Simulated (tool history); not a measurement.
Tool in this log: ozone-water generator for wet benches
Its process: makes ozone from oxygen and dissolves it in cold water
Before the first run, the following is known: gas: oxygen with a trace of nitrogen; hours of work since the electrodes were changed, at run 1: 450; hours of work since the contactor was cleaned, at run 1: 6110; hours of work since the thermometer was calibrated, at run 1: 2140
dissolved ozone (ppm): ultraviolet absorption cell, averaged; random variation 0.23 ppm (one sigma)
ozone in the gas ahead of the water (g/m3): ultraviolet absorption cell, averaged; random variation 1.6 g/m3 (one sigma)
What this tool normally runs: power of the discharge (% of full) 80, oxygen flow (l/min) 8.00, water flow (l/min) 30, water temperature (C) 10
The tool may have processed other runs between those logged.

run   hour  power of the discharge (% of full)  oxygen flow (l/min)  water flow (l/min)  water temperature (C)  hours of work since the electrodes were changed  hours of work since the contactor was cleaned  hours of work since the thermometer was calibrated  dissolved ozone (ppm)  ozone in the gas ahead of the water (g/m3)
  1    0.0                                  80                 8.00                  30                     10                                              450                                           6110                                                2140                   32.6                                       296.0
  2   51.4                                  80                 8.00                  30                     10                                              485                                           6144                                                2174                   32.0                                       297.6
  3   89.1                                  80                 8.00                  30                     10                                              510                                           6170                                                2200                   31.6                                       298.9
  4  145.6                                  80                 8.00                  30                     10                                              548                                           6208                                                2238                   32.1                                       298.9
  5  204.8                                  80                 8.00                  30                     10                                              588                                           6248                                                2278                   32.2                                       296.2
  6  271.1                                  80                 8.00                  30                     10                                              633                                           6292                                                2322                   32.1                                       298.1
  7  312.6                                  80                 8.00                  30                     10                                              661                                           6320                                                2350                   31.7                                       298.4
  8  356.4                                  80                 8.00                  30                     17                                              690                                           6350                                                2380                   28.8                                       295.6
     367.2  -- contactor cleaned
  9  415.2                                  80                 8.31                  30                     10                                              727                                             32                                                2417                   31.1                                       291.0
 10  481.8                                  80                 8.31                  30                     10                                              772                                             77                                                2461                   31.2                                       289.2
 11  521.7                                  80                 8.31                  30                     10                                              799                                            104                                                2488                   31.2                                       286.6
     533.0  -- contactor cleaned, once more
 12  566.8                                  80                 8.00                  30                     10                                              826                                             23                                                2516                   33.9                                       295.1
 13  622.4                                  80                 8.00                  30                     10                                              864                                             60                                                2553                   34.2                                       293.8
 14  675.0                                  80                 8.00                  30                     10                                              899                                             96                                                2589                   34.0                                       293.1
 15  733.6                                  80                 8.00                  30                      7                                              939                                            135                                                2628                   35.0                                       291.6
 16  802.4                                  61                 8.00                  31                     10                                              985                                            181                                                2674                   27.6                                       243.7
 17  869.9                                  43                 8.00                  30                     10                                             1030                                            227                                                2720                   22.1                                       192.4
 18  919.1                                  43                 6.19                  25                     10                                             1063                                            260                                                2753                   25.4                                       218.7

Predict the results of run 19:
 19  1000.3                                  43                 6.19                  25                     10                                             1118                                            315                                                2808                      ?                                           ?

Run 19 measured dissolved ozone (ppm) 25.3, ozone in the gas ahead of the water (g/m3) 217.4.
Without the tool's hidden state the same run would have given dissolved ozone (ppm) 25.9, ozone in the gas ahead of the water (g/m3) 221.8.
